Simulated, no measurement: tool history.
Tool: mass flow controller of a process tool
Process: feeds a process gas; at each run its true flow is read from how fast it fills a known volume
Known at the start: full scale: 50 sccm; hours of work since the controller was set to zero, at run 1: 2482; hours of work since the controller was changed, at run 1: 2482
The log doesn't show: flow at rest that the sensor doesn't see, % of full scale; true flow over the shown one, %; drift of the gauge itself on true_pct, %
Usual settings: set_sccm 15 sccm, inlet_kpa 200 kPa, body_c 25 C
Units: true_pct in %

| run | hour | set_sccm | inlet_kpa | body_c | hours of work since the controller was set to zero | hours of work since the controller was changed | true_pct |
|---|---|---|---|---|---|---|---|
| 1 | 0.0 | 15 | 200 | 25 | 2482 | 2482 | 98.60 |
| 2 | 94.6 | 15 | 200 | 25 | 2537 | 2537 | 98.47 |
| 3 | 321.6 | 15 | 200 | 25 | 2666 | 2666 | 98.42 |
| 4 | 540.7 | 15 | 200 | 25 | 2792 | 2792 | 98.57 |
| 5 | 661.4 | 15 | 200 | 25 | 2861 | 2861 | 98.49 |
| 6 | 788.7 | 15 | 200 | 25 | 2934 | 2934 | 98.43 |
| 7 | 1002.0 | 15 | 200 | 25 | 3056 | 3056 | 98.50 |
| 8 | 1145.7 | 15 | 200 | 25 | 3138 | 3138 | 98.53 |
| 9 | 1369.6 | 15 | 200 | 25 | 3266 | 3266 | 98.57 |
| 10 | 1467.6 | 15 | 200 | 25 | 3323 | 3323 | 98.39 |
| 11 | 1638.9 | 15 | 200 | 25 | 3421 | 3421 | 98.53 |
| 12 | 1761.4 | 15 | 200 | 25 | 3491 | 3491 | 98.50 |
| 13 | 1907.1 | 15 | 200 | 25 | 3574 | 3574 | 98.57 |
| 14 | 2040.6 | 15 | 200 | 25 | 3651 | 3651 | 98.43 |
| 15 | 2145.7 | 15 | 200 | 25 | 3711 | 3711 | 98.48 |
| 16 | 2327.2 | 11 | 200 | 25 | 3815 | 3815 | 98.43 |
| 17 | 2487.8 | 11 | 200 | 25 | 3907 | 3907 | 98.30 |
| 18 | 2621.2 | 11 | 200 | 25 | 3983 | 3983 | 98.32 |
| 19 | 2729.4 | 15 | 260 | 25 | 4045 | 4045 | 98.98 |
| 20 | 2867.1 | 15 | 201 | 25 | 4124 | 4124 | 98.48 |
| 21 | 3070.9 | 15 | 201 | 25 | 4240 | 4240 | 98.46 |
| 22 | 3292.2 | 15 | 200 | 30 | 4367 | 4367 | 98.01 |
| 23 | 3449.3 | 15 | 200 | 30 | 4457 | 4457 | 97.95 |
| 24 | 3579.8 | 15 | 200 | 30 | 4532 | 4532 | 98.06 |
| 25 | 3679.9 | 15 | 212 | 27 | 4589 | 4589 | 98.37 |

The next listed run, before its measurement:
| 26 | 3878.1 | 40 | 234 | 25 | 4703 | 4703 | ? |

Run 26 gave true_pct 99.85 %.
Without the tool's hidden state the same run would have given true_pct 99.86 %.
